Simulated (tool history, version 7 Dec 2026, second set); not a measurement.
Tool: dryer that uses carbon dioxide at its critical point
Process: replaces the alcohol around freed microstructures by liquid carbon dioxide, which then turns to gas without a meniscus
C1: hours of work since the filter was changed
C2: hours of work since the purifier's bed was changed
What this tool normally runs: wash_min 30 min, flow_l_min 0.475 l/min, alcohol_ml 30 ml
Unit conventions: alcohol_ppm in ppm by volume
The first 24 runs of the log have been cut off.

{"run": 25, "hour": 1031.7, "wash_min": 18, "flow_l_min": 0.42, "alcohol_ml": 68, "C1": 292, "C2": 414, "alcohol_ppm": 1916}
{"run": 26, "hour": 1061.3, "wash_min": 20, "flow_l_min": 0.337, "alcohol_ml": 30, "C1": 314, "C2": 436, "alcohol_ppm": 1327}
{"run": 27, "hour": 1121.1, "wash_min": 30, "flow_l_min": 0.721, "alcohol_ml": 37, "C1": 359, "C2": 481, "alcohol_ppm": 75}
{"hour": 1152.0, "done": "inlet filter changed"}
{"run": 28, "hour": 1175.9, "wash_min": 30, "flow_l_min": 0.475, "alcohol_ml": 45, "C1": 18, "C2": 521, "alcohol_ppm": 110}
{"hour": 1195.8, "done": "purifier's bed changed"}
{"run": 29, "hour": 1220.3, "wash_min": 30, "flow_l_min": 0.475, "alcohol_ml": 45, "C1": 49, "C2": 18, "alcohol_ppm": 54}
{"run": 30, "hour": 1278.5, "wash_min": 30, "flow_l_min": 0.484, "alcohol_ml": 30, "C1": 92, "C2": 62, "alcohol_ppm": 48}
{"run": 31, "hour": 1322.5, "wash_min": 41, "flow_l_min": 0.484, "alcohol_ml": 22, "C1": 125, "C2": 94, "alcohol_ppm": 19}
{"run": 32, "hour": 1376.2, "wash_min": 22, "flow_l_min": 0.65, "alcohol_ml": 26, "C1": 165, "C2": 135, "alcohol_ppm": 45}
{"run": 33, "hour": 1416.3, "wash_min": 22, "flow_l_min": 0.65, "alcohol_ml": 26, "C1": 195, "C2": 164, "alcohol_ppm": 56}
{"run": 34, "hour": 1468.4, "wash_min": 20, "flow_l_min": 0.475, "alcohol_ml": 47, "C1": 234, "C2": 203, "alcohol_ppm": 565}
{"run": 35, "hour": 1526.7, "wash_min": 20, "flow_l_min": 0.584, "alcohol_ml": 21, "C1": 277, "C2": 247, "alcohol_ppm": 139}

Run 36 has not been measured yet. What should we expect?
{"run": 36, "hour": 1576.5, "wash_min": 20, "flow_l_min": 0.584, "alcohol_ml": 21, "C1": 314, "C2": 284, "alcohol_ppm": "?"}

alcohol_ppm: 158 ppm by volume
With no hidden state in the tool, this same run would have given alcohol_ppm 61 ppm by volume.
